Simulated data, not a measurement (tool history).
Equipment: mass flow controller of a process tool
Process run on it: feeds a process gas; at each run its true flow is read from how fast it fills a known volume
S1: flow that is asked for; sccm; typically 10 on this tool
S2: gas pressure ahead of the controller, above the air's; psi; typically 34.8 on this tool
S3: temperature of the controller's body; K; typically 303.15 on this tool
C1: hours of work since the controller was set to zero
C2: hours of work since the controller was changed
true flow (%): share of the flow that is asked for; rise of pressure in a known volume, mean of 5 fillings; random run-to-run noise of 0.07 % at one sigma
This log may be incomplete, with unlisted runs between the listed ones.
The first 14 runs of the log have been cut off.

run 15 day=167.046 | S1=17 S2=34.8 S3=303.15 | C1=3815 C2=3815 | true_flow_(%)=100.62
run 16 day=175.871 | S1=17 S2=34.8 S3=303.15 | C1=3963 C2=3963 | true_flow_(%)=100.63
run 17 day=192.796 | S1=17 S2=34.8 S3=303.15 | C1=4245 C2=4245 | true_flow_(%)=100.53
-- day=196.846 gauge calibrated
run 18 day=204.304 | S1=17 S2=34.8 S3=303.15 | C1=4437 C2=4437 | true_flow_(%)=99.77
run 19 day=219.938 | S1=17 S2=34.8 S3=303.15 | C1=4698 C2=4698 | true_flow_(%)=99.88
run 20 day=237.308 | S1=12 S2=33.8 S3=299.15 | C1=4988 C2=4988 | true_flow_(%)=99.54
run 21 day=254.733 | S1=10 S2=24.1 S3=311.15 | C1=5279 C2=5279 | true_flow_(%)=98.89
run 22 day=271.596 | S1=12 S2=22.9 S3=297.15 | C1=5561 C2=5561 | true_flow_(%)=99.31
run 23 day=288.888 | S1=2 S2=22.3 S3=297.15 | C1=5850 C2=5850 | true_flow_(%)=98.59
run 24 day=307.654 | S1=10 S2=35.8 S3=295.15 | C1=6163 C2=6163 | true_flow_(%)=99.85
run 25 day=320.521 | S1=10 S2=28.1 S3=299.15 | C1=6378 C2=6378 | true_flow_(%)=99.6
run 26 day=335.546 | S1=10 S2=28.1 S3=299.15 | C1=6629 C2=6629 | true_flow_(%)=99.68
run 27 day=347.754 | S1=6 S2=31.8 S3=308.15 | C1=6832 C2=6832 | true_flow_(%)=99.28
run 28 day=358.454 | S1=12 S2=31.8 S3=298.15 | C1=7011 C2=7011 | true_flow_(%)=100.05
run 29 day=371.3 | S1=8 S2=40 S3=296.15 | C1=7226 C2=7226 | true_flow_(%)=100.17
run 30 day=379.833 | S1=7 S2=40 S3=295.15 | C1=7368 C2=7368 | true_flow_(%)=100.04
-- day=384.171 controller's zero set anew
run 31 day=391.675 | S1=7 S2=22.6 S3=301.15 | C1=125 C2=7565 | true_flow_(%)=99.28
run 32 day=410.288 | S1=10 S2=35.8 S3=298.15 | C1=436 C2=7876 | true_flow_(%)=100.23
run 33 day=427.317 | S1=11 S2=21.3 S3=303.15 | C1=720 C2=8161 | true_flow_(%)=99.81
run 34 day=436.846 | S1=11 S2=21.3 S3=303.15 | C1=879 C2=8320 | true_flow_(%)=99.85
run 35 day=446.975 | S1=4 S2=34.8 S3=303.15 | C1=1049 C2=8489 | true_flow_(%)=99.81
run 36 day=463.604 | S1=4 S2=34.8 S3=303.15 | C1=1326 C2=8766 | true_flow_(%)=99.71
run 37 day=479.962 | S1=2 S2=34.8 S3=312.15 | C1=1599 C2=9039 | true_flow_(%)=99.31

Predict each of these 4 candidate next runs independently; none follows another, all start after run 37:
run A day=490.592 | S1=2 S2=35 S3=310.15 | C1=1777 C2=9217 | true_flow_(%)=?
run B day=490.592 | S1=8 S2=31.8 S3=303.15 | C1=1777 C2=9217 | true_flow_(%)=?
run C day=490.592 | S1=4 S2=34.8 S3=303.15 | C1=1777 C2=9217 | true_flow_(%)=?
run D day=490.592 | S1=13 S2=39 S3=312.15 | C1=1777 C2=9217 | true_flow_(%)=?

run=A true_flow_(%)=99.55
run=B true_flow_(%)=100.05
run=C true_flow_(%)=99.92
run=D true_flow_(%)=100.58
What these runs would have given with no unlogged condition in the tool:
run=A true_flow_(%)=98.24
run=B true_flow_(%)=98.74
run=C true_flow_(%)=98.61
run=D true_flow_(%)=99.26

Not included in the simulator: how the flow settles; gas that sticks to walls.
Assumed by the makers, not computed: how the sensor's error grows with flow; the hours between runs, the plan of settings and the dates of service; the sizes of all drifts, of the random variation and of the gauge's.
